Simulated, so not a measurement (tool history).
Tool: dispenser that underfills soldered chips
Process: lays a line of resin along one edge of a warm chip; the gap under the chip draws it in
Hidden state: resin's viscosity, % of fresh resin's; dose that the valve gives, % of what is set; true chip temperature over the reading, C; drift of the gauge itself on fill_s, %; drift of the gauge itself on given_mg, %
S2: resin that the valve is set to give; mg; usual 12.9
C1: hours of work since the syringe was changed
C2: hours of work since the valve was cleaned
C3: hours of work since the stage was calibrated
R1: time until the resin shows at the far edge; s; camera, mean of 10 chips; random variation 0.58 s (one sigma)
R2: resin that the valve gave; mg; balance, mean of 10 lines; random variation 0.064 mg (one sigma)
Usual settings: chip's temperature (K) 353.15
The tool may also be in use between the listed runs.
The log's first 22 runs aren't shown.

{"day": 3.412, "done": "new syringe of resin"}
{"run": 23, "day": 3.621, "chip's temperature (K)": 345.15, "S2": 13.9, "C1": 3, "C2": 18, "C3": 64, "R1": 75.4, "R2": 13.72}
{"run": 24, "day": 3.788, "chip's temperature (K)": 358.15, "S2": 15, "C1": 5, "C2": 20, "C3": 66, "R1": 53.7, "R2": 14.68}
{"run": 25, "day": 4.0, "chip's temperature (K)": 342.15, "S2": 12.9, "C1": 9, "C2": 23, "C3": 69, "R1": 105.9, "R2": 12.78}
{"day": 4.104, "done": "new syringe of resin"}
{"run": 26, "day": 4.138, "chip's temperature (K)": 339.15, "S2": 14.5, "C1": 0, "C2": 25, "C3": 71, "R1": 82, "R2": 14.31}
{"run": 27, "day": 4.296, "chip's temperature (K)": 347.15, "S2": 13.8, "C1": 3, "C2": 27, "C3": 73, "R1": 70.8, "R2": 13.46}
{"run": 28, "day": 4.467, "chip's temperature (K)": 368.15, "S2": 12.4, "C1": 5, "C2": 30, "C3": 76, "R1": 39.9, "R2": 12.18}
{"run": 29, "day": 4.642, "chip's temperature (K)": 352.15, "S2": 14.8, "C1": 8, "C2": 32, "C3": 78, "R1": 72, "R2": 14.44}
{"day": 4.783, "done": "new syringe of resin"}
{"run": 30, "day": 4.842, "chip's temperature (K)": 347.15, "S2": 12.9, "C1": 1, "C2": 35, "C3": 81, "R1": 64.7, "R2": 12.56}

Run 31 comes next. What will it give?
{"run": 31, "day": 5.033, "chip's temperature (K)": 351.15, "S2": 11.7, "C1": 4, "C2": 38, "C3": 84, "R1": "?", "R2": "?"}

Run 31 gave R1 64.4 s, R2 11.38 mg.
Without the tool's hidden state the same run would have given R1 54.2 s, R2 11.67 mg.
